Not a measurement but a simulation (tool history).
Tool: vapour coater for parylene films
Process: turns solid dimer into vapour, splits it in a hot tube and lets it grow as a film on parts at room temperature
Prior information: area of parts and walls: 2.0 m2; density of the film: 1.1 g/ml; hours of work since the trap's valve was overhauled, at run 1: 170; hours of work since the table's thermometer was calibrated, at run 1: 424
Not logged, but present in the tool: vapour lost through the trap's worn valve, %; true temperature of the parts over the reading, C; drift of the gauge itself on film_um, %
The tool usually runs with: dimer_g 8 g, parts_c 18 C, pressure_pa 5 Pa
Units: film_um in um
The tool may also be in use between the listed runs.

run	hour	dimer_g	parts_c	pressure_pa	hours of work since the trap's valve was overhauled	hours of work since the table's thermometer was calibrated	film_um
1	0	8	18	5	170	424	2.52
2	33.6	8	18	5	190	444	2.51
3	58.4	8	18	5	205	459	2.42
4	91.2	8	18	2.11	225	479	2.75
5	128.1	8	18	2.11	247	501	2.71
# hour 153: trap's valve overhauled
6	172.3	6	18	5	12	525	1.72
7	199.5	8	18	5	28	541	2.26
8	222.3	8	15	5	42	555	2.56
9	257.3	8	15	5	63	576	2.54
# hour 272.3: trap's valve overhauled, once more
10	296.6	8	18	5	15	597	2.69
11	327.9	8	18	5	33	616	2.65
12	351.3	8	18	9.35	47	630	2.47
13	380.1	8	18	9.35	65	647	2.4
14	421.4	11	18	5	90	672	3.55
15	445.5	11	18	5	104	687	3.49
16	469.2	8	17	2.39	118	701	2.97
17	508	8	17	2.39	142	724	2.92
18	541.2	8	17	9.44	162	744	2.33
19	585.8	8	17	9.44	188	771	2.39
20	613.5	11	10	9.44	205	788	4.43
21	636	5	26	2.35	219	801	1.19
22	665.9	7	14	7.18	236	819	2.42
# hour 709.3: trap's valve overhauled
23	709.3	7	25	10.25	0	843	1.53
24	730.4	14	11	8.8	13	855	5.88
25	758	14	11	8.8	29	872	5.9
26	802	14	11	8.8	56	898	5.76
27	836.5	7	23	3.44	76	919	1.87
28	870.8	6	18	4.6	97	940	1.91

What if the next run were any one of these 4? Each begins from the tool's condition after run 28:
A	893.2	6	23	4.6	110	953	?
B	893.2	10	18	4.6	110	953	?
C	893.2	4	18	5	110	953	?
D	893.2	4	19	3.92	110	953	?

run	film_um
A	1.49
B	3.21
C	1.26
D	1.23
Had the tool no hidden state, the same runs would have come out as:
run	film_um
A	1.65
B	3.56
C	1.39
D	1.37

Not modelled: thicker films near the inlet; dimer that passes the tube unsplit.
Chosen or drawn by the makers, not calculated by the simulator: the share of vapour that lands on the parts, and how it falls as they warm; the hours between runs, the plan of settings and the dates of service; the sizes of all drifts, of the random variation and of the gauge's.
